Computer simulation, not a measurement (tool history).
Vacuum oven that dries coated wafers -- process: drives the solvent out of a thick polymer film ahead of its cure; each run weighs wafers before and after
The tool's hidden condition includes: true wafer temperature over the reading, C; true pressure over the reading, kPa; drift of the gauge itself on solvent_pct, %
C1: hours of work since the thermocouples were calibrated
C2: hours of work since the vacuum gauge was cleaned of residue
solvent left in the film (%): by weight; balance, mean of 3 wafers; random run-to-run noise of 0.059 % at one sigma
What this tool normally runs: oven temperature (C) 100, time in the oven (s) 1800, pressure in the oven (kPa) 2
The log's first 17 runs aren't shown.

Run 18, hour 428: usual settings but time in the oven (s) 1680; C1 499; C2 1354. Result: solvent left in the film (%) 3.76.
At hour 432.9: vacuum gauge cleaned of residue and calibrated.
Run 19, hour 449.5: usual settings but time in the oven (s) 1680; C1 514; C2 12. Result: solvent left in the film (%) 3.92.
Run 20, hour 483.3: usual settings; C1 539; C2 37. Result: solvent left in the film (%) 3.73.
Run 21, hour 519.6: usual settings but oven temperature (C) 101; C1 565; C2 64. Result: solvent left in the film (%) 3.65.
Run 22, hour 561.8: usual settings but oven temperature (C) 101; C1 596; C2 95. Result: solvent left in the film (%) 3.57.
Run 23, hour 593.5: usual settings but oven temperature (C) 97, time in the oven (s) 3180; C1 620; C2 118. Result: solvent left in the film (%) 2.94.
Run 24, hour 612.2: usual settings but time in the oven (s) 2820, pressure in the oven (kPa) 1.82; C1 633; C2 132. Result: solvent left in the film (%) 2.5.
Run 25, hour 653.3: usual settings but time in the oven (s) 2820, pressure in the oven (kPa) 1.82; C1 664; C2 162. Result: solvent left in the film (%) 2.58.

Predict the results of run 26:
At hour 660.3: vacuum gauge cleaned of residue and calibrated, once more.
Run 26, hour 697.3: usual settings but oven temperature (C) 87, time in the oven (s) 1860, pressure in the oven (kPa) 3.34; C1 695; C2 27. Result: solvent left in the film (%) ?.

solvent left in the film (%): 8.03
With the hidden condition absent and the run-to-run variation left alone, this run would have shown solvent left in the film (%) 7.81.
